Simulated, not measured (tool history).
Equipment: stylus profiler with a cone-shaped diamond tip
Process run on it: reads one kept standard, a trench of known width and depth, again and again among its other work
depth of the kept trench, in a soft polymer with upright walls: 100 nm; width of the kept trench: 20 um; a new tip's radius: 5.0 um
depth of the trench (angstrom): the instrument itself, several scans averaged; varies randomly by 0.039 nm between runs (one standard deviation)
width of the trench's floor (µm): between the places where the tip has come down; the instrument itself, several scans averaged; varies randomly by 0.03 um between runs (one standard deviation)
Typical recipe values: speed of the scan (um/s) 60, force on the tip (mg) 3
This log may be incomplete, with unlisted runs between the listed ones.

run,hour,speed of the scan (um/s),force on the tip (mg),depth of the trench (angstrom),width of the trench's floor (µm)
1,0,60,3,1015,17.65
2,47.9,60,4.51,1018.8,17.69
3,132.9,60,4.51,1019,17.71
4,229.3,60,4.51,1018.8,17.66
5,304.1,60,6.53,1024.8,17.7
6,389.7,60,6.53,1024.4,17.61
7,432.8,60,3,1015.3,17.57
8,494.2,119,3,1015.2,17.19
9,574.7,60,3,1015.2,17.45
10,630.1,60,3,1015.6,17.45
# hour 637: height scale calibrated on a step standard
11,692.8,60,3,1016.8,17.48
12,771.1,60,3,1016.6,17.43
13,842,82,1.38,1010.9,17.06
14,919.9,16,2.84,1016,17.6
15,985,188,2.3,1015.1,16.5
16,1030.3,16,3,1017.1,17.53
17,1087.7,18,6.65,1027.4,17.58

Branching from run 17: 4 alternative next runs. What would each branch give?
A,1163.1,104,1.97,?,?
B,1163.1,15,1.54,?,?
C,1163.1,146,6.11,?,?
D,1163.1,60,1.51,?,?

run,depth of the trench (angstrom),width of the trench's floor (µm)
A,1013.8,16.92
B,1012.5,17.48
C,1025.8,17.06
D,1013,17.18
With the hidden condition removed and each run's random variation left untouched, the same runs would have given:
run,depth of the trench (angstrom),width of the trench's floor (µm)
A,1010,17.33
B,1008.7,17.9
C,1021.9,17.47
D,1009.2,17.59
